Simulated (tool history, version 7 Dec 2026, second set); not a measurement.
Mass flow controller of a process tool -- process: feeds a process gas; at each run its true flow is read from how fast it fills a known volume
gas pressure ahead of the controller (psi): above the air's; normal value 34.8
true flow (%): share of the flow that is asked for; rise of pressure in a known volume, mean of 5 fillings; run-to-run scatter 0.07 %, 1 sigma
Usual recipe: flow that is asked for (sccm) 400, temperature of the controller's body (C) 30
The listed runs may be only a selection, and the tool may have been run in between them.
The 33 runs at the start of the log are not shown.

run     hour  flow that is asked for (sccm)  gas pressure ahead of the controller (psi)  temperature of the controller's body (C)  hours of work since the controller was set to zero  hours of work since the controller was changed  true flow (%)
 34  11198.8                            742                                        34.8                                        32                                                7575                                            7575         100.18
 35  11399.6                            213                                        37.4                                        33                                                7658                                            7658          97.62
 36  11859.5                            152                                        33.8                                        28                                                7846                                            7846          96.41
 37  12096.5                            400                                        23.4                                        23                                                7943                                            7943          98.14
 38  12539.8                            136                                        28.1                                        29                                                8125                                            8125          95.87
 39  12783.0                            136                                        39.7                                        29                                                8225                                            8225          96.17
 40  13134.2                            136                                        33.6                                        29                                                8369                                            8369          95.94
     13390.5  -- controller's zero set anew
 41  13587.6                            136                                        33.6                                        29                                                  81                                            8555          98.83
 42  13945.4                            136                                        33.6                                        29                                                 228                                            8702          98.76

Predict the results of run 43:
 43  14404.5                            337                                        34.7                                        20                                                 416                                            8890              ?

{"run 43": {"true flow (%)": 99.24}}
Without the tool's hidden state the same run would have given true flow (%) 97.83.
